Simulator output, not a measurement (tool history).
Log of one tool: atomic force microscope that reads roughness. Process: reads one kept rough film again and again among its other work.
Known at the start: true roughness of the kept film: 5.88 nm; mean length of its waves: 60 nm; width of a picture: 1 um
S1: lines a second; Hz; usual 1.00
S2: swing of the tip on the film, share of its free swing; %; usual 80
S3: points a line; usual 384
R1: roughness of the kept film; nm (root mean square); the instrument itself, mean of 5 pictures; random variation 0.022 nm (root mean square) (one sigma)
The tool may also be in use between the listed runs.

| run | hour | S1 | S2 | S3 | R1 |
|---|---|---|---|---|---|
| 1 | 0.0 | 1.00 | 80 | 384 | 5.106 |
| 2 | 27.7 | 1.00 | 80 | 384 | 5.100 |
| 3 | 74.5 | 1.00 | 80 | 384 | 5.218 |
| 4 | 98.8 | 1.00 | 80 | 384 | 5.242 |
| 5 | 138.0 | 1.00 | 63 | 384 | 5.318 |
| 6 | 168.6 | 1.00 | 80 | 384 | 5.185 |
| 7 | 207.9 | 1.00 | 80 | 503 | 5.102 |
| 8 | 232.7 | 0.65 | 80 | 384 | 5.239 |
| 9 | 261.9 | 0.65 | 80 | 384 | 5.157 |
| 10 | 301.5 | 0.65 | 80 | 384 | 5.113 |
| 11 | 325.6 | 0.65 | 80 | 384 | 5.397 |
| 12 | 365.9 | 1.00 | 71 | 384 | 5.327 |
| 13 | 390.4 | 1.00 | 71 | 384 | 5.341 |
| 14 | 432.3 | 1.00 | 71 | 384 | 5.277 |
| 15 | 464.2 | 1.00 | 71 | 384 | 5.213 |
| 16 | 515.7 | 1.00 | 80 | 384 | 5.085 |
| 17 | 542.2 | 1.00 | 59 | 384 | 5.252 |
| 18 | 564.5 | 1.00 | 80 | 384 | 5.019 |
| 19 | 595.9 | 1.00 | 80 | 787 | 5.277 |
| 20 | 635.3 | 1.00 | 80 | 384 | 5.202 |
| 21 | 682.5 | 1.00 | 65 | 384 | 5.347 |
| 22 | 711.8 | 3.11 | 65 | 916 | 5.048 |
| 23 | 749.3 | 0.74 | 83 | 289 | 5.104 |
| 24 | 789.8 | 2.70 | 68 | 313 | 4.886 |
| 25 | 840.1 | 1.45 | 78 | 412 | 4.855 |
| 26 | 889.3 | 0.67 | 84 | 409 | 5.141 |
| 27 | 939.4 | 0.99 | 59 | 352 | 5.518 |
| 28 | 981.4 | 0.99 | 66 | 352 | 5.393 |
| 29 | 1016.3 | 0.93 | 80 | 384 | 5.245 |
| 30 | 1067.8 | 1.00 | 76 | 384 | 5.191 |
| 31 | 1114.0 | 1.00 | 76 | 384 | 5.152 |
| 32 | 1149.7 | 1.00 | 76 | 384 | 5.391 |
| 33 | 1172.1 | 2.14 | 68 | 497 | 5.285 |
| 34 | 1223.1 | 2.14 | 81 | 373 | 4.972 |
| 35 | 1250.4 | 2.14 | 81 | 373 | 4.919 |
| 36 | 1301.3 | 2.14 | 81 | 373 | 4.885 |
| 37 | 1340.1 | 0.86 | 66 | 492 | 5.361 |
| 38 | 1386.7 | 0.86 | 66 | 492 | 5.316 |
| 39 | 1411.0 | 1.71 | 78 | 421 | 5.196 |

Taken out of this log: 8 entries between the listed runs. Where each belongs, and how the hidden state differs across it:
Between runs 2 and 3: new tip fitted (hour 33.0)
  radius of the tip, nm: 11.4 -> 6.4; height scale over the true one, %: -1.69 -> -1.72
  measured less the result without the state, R1: -0.294 -> -0.139 nm (root mean square)
Between runs 10 and 11: new tip fitted (hour 305.7)
  radius of the tip, nm: 12.9 -> 5.5; height scale over the true one, %: -1.91 -> -1.93
  measured less the result without the state, R1: -0.358 -> -0.125 nm (root mean square)
Between runs 18 and 19: new tip fitted (hour 581.5)
  radius of the tip, nm: 12.4 -> 5.8; height scale over the true one, %: -2.12 -> -2.15
  measured less the result without the state, R1: -0.346 -> -0.142 nm (root mean square)
Between runs 23 and 24: height scale calibrated on a step standard (hour 752.8)
  radius of the tip, nm: 10.1 -> 11.2; height scale over the true one, %: -2.28 -> -3.82
  measured less the result without the state, R1: -0.286 -> -0.392 nm (root mean square)
Between runs 25 and 26: new tip fitted (hour 858.7)
  radius of the tip, nm: 12.6 -> 6.6; height scale over the true one, %: -3.86 -> -3.9
  measured less the result without the state, R1: -0.434 -> -0.260 nm (root mean square)
Between runs 26 and 27: height scale calibrated on a step standard, once more (hour 931.4)
  radius of the tip, nm: 6.6 -> 8; height scale over the true one, %: -3.9 -> -0.11
  measured less the result without the state, R1: -0.260 -> -0.110 nm (root mean square)
Between runs 31 and 32: new tip fitted (hour 1132.7)
  radius of the tip, nm: 13 -> 5.6; height scale over the true one, %: -0.26 -> -0.29
  measured less the result without the state, R1: -0.272 -> -0.035 nm (root mean square)
Between runs 38 and 39: new tip fitted (hour 1406.7)
  radius of the tip, nm: 12.5 -> 5.3; height scale over the true one, %: -0.48 -> -0.5
  measured less the result without the state, R1: -0.275 -> -0.037 nm (root mean square)
